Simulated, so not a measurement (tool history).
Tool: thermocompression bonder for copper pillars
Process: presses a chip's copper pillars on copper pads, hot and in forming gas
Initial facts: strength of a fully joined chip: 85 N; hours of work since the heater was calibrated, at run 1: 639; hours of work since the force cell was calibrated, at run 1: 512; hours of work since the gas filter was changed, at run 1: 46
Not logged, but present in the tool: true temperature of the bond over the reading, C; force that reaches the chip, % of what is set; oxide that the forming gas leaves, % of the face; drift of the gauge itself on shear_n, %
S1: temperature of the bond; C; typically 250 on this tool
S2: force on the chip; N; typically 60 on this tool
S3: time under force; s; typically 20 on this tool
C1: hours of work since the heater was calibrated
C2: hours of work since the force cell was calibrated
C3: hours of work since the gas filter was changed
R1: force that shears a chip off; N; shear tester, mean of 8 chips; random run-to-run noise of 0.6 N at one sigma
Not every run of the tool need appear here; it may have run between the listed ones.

| run | day | S1 | S2 | S3 | C1 | C2 | C3 | R1 |
|---|---|---|---|---|---|---|---|---|
| 1 | 0 | 250 | 60 | 20 | 639 | 512 | 46 | 29.1 |
| 2 | 3.654 | 224 | 60 | 20 | 684 | 557 | 91 | 18.5 |
| 3 | 6.708 | 224 | 60 | 20 | 721 | 594 | 128 | 18.3 |
| 4 | 9.438 | 250 | 60 | 45 | 755 | 628 | 162 | 38.1 |
|  | 10.2 | forming gas filter changed |
| 5 | 12.962 | 230 | 60 | 20 | 798 | 671 | 34 | 20 |
| 6 | 17.025 | 250 | 60 | 57 | 848 | 721 | 84 | 42.4 |
| 7 | 18.933 | 250 | 60 | 57 | 872 | 744 | 107 | 41.3 |
| 8 | 22.629 | 250 | 60 | 57 | 917 | 790 | 153 | 39 |
|  | 24.208 | forming gas filter changed |
| 9 | 25.746 | 250 | 60 | 11 | 955 | 828 | 19 | 21 |
| 10 | 29.775 | 250 | 60 | 20 | 1005 | 878 | 68 | 26.7 |
|  | 30.008 | force cell calibrated |
| 11 | 31.717 | 250 | 60 | 20 | 1028 | 21 | 92 | 26.8 |
| 12 | 34.975 | 250 | 60 | 20 | 1068 | 61 | 132 | 26.3 |
| 13 | 37.408 | 250 | 60 | 30 | 1098 | 91 | 162 | 29.9 |
|  | 38.092 | forming gas filter changed |
| 14 | 41.692 | 250 | 60 | 30 | 1150 | 143 | 44 | 31.4 |
| 15 | 44.229 | 250 | 60 | 30 | 1182 | 175 | 76 | 30 |
| 16 | 47.996 | 250 | 60 | 30 | 1228 | 221 | 122 | 29.9 |
|  | 49.312 | heater calibrated with a thermocouple chip |
|  | 50.417 | force cell calibrated, once more |
| 17 | 51.629 | 250 | 60 | 16 | 28 | 15 | 165 | 29.5 |
|  | 52.254 | forming gas filter changed |
| 18 | 54.304 | 250 | 60 | 16 | 60 | 48 | 25 | 29.7 |
| 19 | 58.533 | 230 | 67 | 10 | 112 | 100 | 77 | 18.8 |
| 20 | 61.312 | 270 | 53 | 58 | 147 | 134 | 111 | 53.3 |
| 21 | 65.129 | 270 | 53 | 58 | 194 | 181 | 158 | 53.8 |
|  | 66.133 | forming gas filter changed |
| 22 | 68.192 | 270 | 53 | 58 | 231 | 218 | 25 | 54.7 |
| 23 | 71.867 | 261 | 42 | 22 | 276 | 263 | 70 | 31.3 |
| 24 | 74.642 | 261 | 42 | 17 | 310 | 298 | 105 | 27.7 |
| 25 | 78.817 | 261 | 42 | 17 | 362 | 349 | 156 | 26.3 |
|  | 80.167 | forming gas filter changed |
| 26 | 80.554 | 253 | 42 | 17 | 383 | 370 | 5 | 24.2 |
| 27 | 83.65 | 253 | 42 | 17 | 421 | 408 | 43 | 23.6 |
| 28 | 86.862 | 253 | 42 | 17 | 460 | 448 | 82 | 23.7 |
| 29 | 91.125 | 253 | 42 | 17 | 513 | 500 | 135 | 22.9 |
| 30 | 93.246 | 263 | 79 | 10 | 539 | 526 | 161 | 33.1 |
|  | 94.167 | forming gas filter changed |
| 31 | 95.958 | 263 | 79 | 10 | 572 | 559 | 22 | 31.3 |
| 32 | 99.1 | 275 | 60 | 11 | 611 | 598 | 61 | 33.5 |
| 33 | 102.971 | 220 | 46 | 11 | 658 | 645 | 108 | 10.8 |
| 34 | 106.4 | 231 | 46 | 47 | 701 | 688 | 151 | 25.9 |

What differs in the tool's unlogged condition from the final listed run ahead of each entry between runs to the first listed run following it?
Logged between run 4 and run 5: forming gas filter changed (day 10.2)
  true temperature of the bond over the reading, C: -6.5 -> -6.9; force that reaches the chip, % of what is set: 95.2 -> 95; oxide that the forming gas leaves, % of the face: 5.37 -> 1.54
  measured minus no-state result, R1: -6.6 -> -3.6 N
Logged between run 8 and run 9: forming gas filter changed (day 24.208)
  true temperature of the bond over the reading, C: -7.8 -> -8.1; force that reaches the chip, % of what is set: 94.3 -> 94.1; oxide that the forming gas leaves, % of the face: 5.14 -> 1.13
  measured minus no-state result, R1: -7.4 -> -4 N
Logged between run 10 and run 11: force cell calibrated (day 30.008)
  true temperature of the bond over the reading, C: -8.4 -> -8.6; force that reaches the chip, % of what is set: 93.8 -> 89.9; oxide that the forming gas leaves, % of the face: 2.63 -> 3.38
  measured minus no-state result, R1: -5.4 -> -6.6 N
Logged between run 13 and run 14: forming gas filter changed (day 38.092)
  true temperature of the bond over the reading, C: -9.2 -> -9.6; force that reaches the chip, % of what is set: 89.5 -> 89.2; oxide that the forming gas leaves, % of the face: 5.63 -> 2.11
  measured minus no-state result, R1: -8.4 -> -7.5 N
Logged between run 16 and run 17: heater calibrated with a thermocouple chip (day 49.312); force cell calibrated, once more (day 50.417)
  true temperature of the bond over the reading, C: -10.3 -> 0.6; force that reaches the chip, % of what is set: 88.7 -> 99.8; oxide that the forming gas leaves, % of the face: 4.37 -> 5.78
  measured minus no-state result, R1: -8.5 -> -1.4 N
Logged between run 17 and run 18: forming gas filter changed (day 52.254)
  true temperature of the bond over the reading, C: 0.6 -> 0.3; force that reaches the chip, % of what is set: 99.8 -> 99.6; oxide that the forming gas leaves, % of the face: 5.78 -> 1.29
  measured minus no-state result, R1: -1.4 -> -0.2 N
Logged between run 21 and run 22: forming gas filter changed (day 66.133)
  true temperature of the bond over the reading, C: -0.8 -> -1.1; force that reaches the chip, % of what is set: 98.8 -> 98.6; oxide that the forming gas leaves, % of the face: 5.49 -> 1.31
  measured minus no-state result, R1: -3.5 -> -1.3 N
Logged between run 25 and run 26: forming gas filter changed (day 80.167)
  true temperature of the bond over the reading, C: -2.1 -> -2.3; force that reaches the chip, % of what is set: 97.9 -> 97.7; oxide that the forming gas leaves, % of the face: 5.4 -> 0.78
  measured minus no-state result, R1: -2.6 -> -1.3 N
Logged between run 30 and run 31: forming gas filter changed (day 94.167)
  true temperature of the bond over the reading, C: -3.5 -> -3.8; force that reaches the chip, % of what is set: 96.9 -> 96.7; oxide that the forming gas leaves, % of the face: 5.45 -> 1.33
  measured minus no-state result, R1: -3.9 -> -2.6 N
